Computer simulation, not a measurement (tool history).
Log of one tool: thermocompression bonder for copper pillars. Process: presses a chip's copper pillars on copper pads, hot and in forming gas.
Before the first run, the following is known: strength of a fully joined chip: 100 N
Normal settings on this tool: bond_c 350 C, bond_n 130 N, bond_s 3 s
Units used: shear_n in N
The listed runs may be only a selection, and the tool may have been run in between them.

run	day	bond_c	bond_n	bond_s	shear_n
1	0.000	350	130	3	59.3
2	1.829	350	130	3	59.2
3	2.604	343	130	3	56.8
4	3.671	343	101	3	43.9
5	4.579	350	130	4	63.7
6	5.371	370	130	3	66.2
7	6.421	350	130	3	59.2
8	7.258	350	130	3	60.2
9	8.429	350	162	3	71.4
10	9.558	350	139	3	62.2
11	10.950	350	155	3	68.3
12	11.992	350	155	3	68.4
13	13.429	350	107	3	49.4
# day 14.188: forming gas filter changed
14	15.100	350	107	3	49.7
15	16.092	350	107	3	49.7
16	17.779	348	185	3	77.1
17	18.633	352	81	3	37.9
18	19.721	346	177	5	81.2
19	20.742	361	94	7	61.9
20	21.962	323	129	2	41.9
21	23.138	345	153	3	66.9
22	24.308	357	164	6	84.3
23	25.254	380	149	6	86.7
24	26.083	380	149	6	86.9

Below, each run's measurement less what the same run would have read without the hidden state. Both values contain the same run-to-run variation, but the gauge's scatter may not be the same in both:
The tool's hidden condition here consists of: true temperature of the bond over the reading, C; force that reaches the chip, % of what is set; oxide that the forming gas leaves, % of the face; drift of the gauge itself on shear_n, %.
run	shear_n
1	-0.3
2	-0.3
3	-0.3
4	-0.3
5	-0.4
6	-0.4
7	-0.4
8	-0.3
9	-0.4
10	-0.4
11	-0.5
12	-0.4
13	-0.4
14	-0.2
15	-0.2
16	-0.2
17	-0.2
18	-0.3
19	-0.3
20	-0.2
21	-0.3
22	-0.3
23	-0.2
24	-0.3
